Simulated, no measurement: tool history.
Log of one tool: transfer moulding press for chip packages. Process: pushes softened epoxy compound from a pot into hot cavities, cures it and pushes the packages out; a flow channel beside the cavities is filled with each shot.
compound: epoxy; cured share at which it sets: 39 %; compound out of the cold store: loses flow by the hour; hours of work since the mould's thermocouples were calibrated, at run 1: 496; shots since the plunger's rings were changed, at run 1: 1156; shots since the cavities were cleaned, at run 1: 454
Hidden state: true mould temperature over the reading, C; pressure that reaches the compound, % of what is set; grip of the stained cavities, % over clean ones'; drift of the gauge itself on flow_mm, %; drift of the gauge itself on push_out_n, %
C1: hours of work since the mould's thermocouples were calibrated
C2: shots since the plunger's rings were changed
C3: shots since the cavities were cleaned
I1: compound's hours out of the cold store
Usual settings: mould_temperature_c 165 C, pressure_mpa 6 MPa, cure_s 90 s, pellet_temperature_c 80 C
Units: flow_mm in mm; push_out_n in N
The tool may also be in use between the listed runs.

{"run": 1, "day": 0.0, "mould_temperature_c": 165, "pressure_mpa": 6, "cure_s": 90, "pellet_temperature_c": 80, "C1": 496, "C2": 1156, "C3": 454, "I1": 37.6, "flow_mm": 555, "push_out_n": 508}
{"run": 2, "day": 0.642, "mould_temperature_c": 165, "pressure_mpa": 6, "cure_s": 100, "pellet_temperature_c": 80, "C1": 505, "C2": 1354, "C3": 652, "I1": 41.2, "flow_mm": 531, "push_out_n": 507}
{"day": 1.658, "done": "cavities cleaned with cleaning compound and waxed"}
{"run": 3, "day": 1.692, "mould_temperature_c": 165, "pressure_mpa": 6, "cure_s": 100, "pellet_temperature_c": 80, "C1": 519, "C2": 1658, "C3": 10, "I1": 47, "flow_mm": 513, "push_out_n": 401}
{"run": 4, "day": 2.383, "mould_temperature_c": 165, "pressure_mpa": 6, "cure_s": 100, "pellet_temperature_c": 80, "C1": 529, "C2": 1872, "C3": 224, "I1": 25.4, "flow_mm": 571, "push_out_n": 438}
{"run": 5, "day": 3.462, "mould_temperature_c": 165, "pressure_mpa": 6, "cure_s": 100, "pellet_temperature_c": 80, "C1": 544, "C2": 2204, "C3": 556, "I1": 13.8, "flow_mm": 585, "push_out_n": 485}
{"run": 6, "day": 4.438, "mould_temperature_c": 168, "pressure_mpa": 6, "cure_s": 90, "pellet_temperature_c": 80, "C1": 558, "C2": 2505, "C3": 857, "I1": 19.8, "flow_mm": 565, "push_out_n": 522}
{"day": 4.754, "done": "cavities cleaned with cleaning compound and waxed"}
{"run": 7, "day": 5.092, "mould_temperature_c": 168, "pressure_mpa": 6, "cure_s": 90, "pellet_temperature_c": 80, "C1": 566, "C2": 2686, "C3": 103, "I1": 28.3, "flow_mm": 537, "push_out_n": 397}
{"run": 8, "day": 5.912, "mould_temperature_c": 168, "pressure_mpa": 6, "cure_s": 90, "pellet_temperature_c": 80, "C1": 578, "C2": 2941, "C3": 358, "I1": 38.1, "flow_mm": 524, "push_out_n": 443}
{"run": 9, "day": 7.042, "mould_temperature_c": 168, "pressure_mpa": 6, "cure_s": 90, "pellet_temperature_c": 80, "C1": 594, "C2": 3288, "C3": 705, "I1": 33.4, "flow_mm": 531, "push_out_n": 505}
{"run": 10, "day": 7.612, "mould_temperature_c": 168, "pressure_mpa": 6, "cure_s": 90, "pellet_temperature_c": 80, "C1": 602, "C2": 3464, "C3": 881, "I1": 30.5, "flow_mm": 525, "push_out_n": 499}
{"day": 7.892, "done": "cavities cleaned with cleaning compound and waxed"}
{"run": 11, "day": 8.396, "mould_temperature_c": 168, "pressure_mpa": 6, "cure_s": 90, "pellet_temperature_c": 80, "C1": 613, "C2": 3687, "C3": 156, "I1": 25.3, "flow_mm": 530, "push_out_n": 412}
{"run": 12, "day": 9.488, "mould_temperature_c": 168, "pressure_mpa": 6, "cure_s": 123, "pellet_temperature_c": 80, "C1": 628, "C2": 4023, "C3": 492, "I1": 41.2, "flow_mm": 507, "push_out_n": 456}
{"run": 13, "day": 10.467, "mould_temperature_c": 160, "pressure_mpa": 5.67, "cure_s": 90, "pellet_temperature_c": 80, "C1": 642, "C2": 4325, "C3": 794, "I1": 37.7, "flow_mm": 505, "push_out_n": 671}
{"day": 11.05, "done": "cavities cleaned with cleaning compound and waxed"}
{"run": 14, "day": 11.392, "mould_temperature_c": 160, "pressure_mpa": 5.67, "cure_s": 90, "pellet_temperature_c": 80, "C1": 654, "C2": 4591, "C3": 106, "I1": 30.1, "flow_mm": 509, "push_out_n": 549}
{"run": 15, "day": 12.104, "mould_temperature_c": 159, "pressure_mpa": 6, "cure_s": 90, "pellet_temperature_c": 80, "C1": 664, "C2": 4810, "C3": 325, "I1": 39.5, "flow_mm": 522, "push_out_n": 617}

Forecast run 16:
{"run": 16, "day": 13.242, "mould_temperature_c": 160, "pressure_mpa": 7.06, "cure_s": 90, "pellet_temperature_c": 83, "C1": 680, "C2": 5162, "C3": 677, "I1": 29.3, "flow_mm": "?", "push_out_n": "?"}

flow_mm: 574 mm
push_out_n: 626 N
Without the tool's hidden state the same run would have given flow_mm 647 mm, push_out_n 516 N.
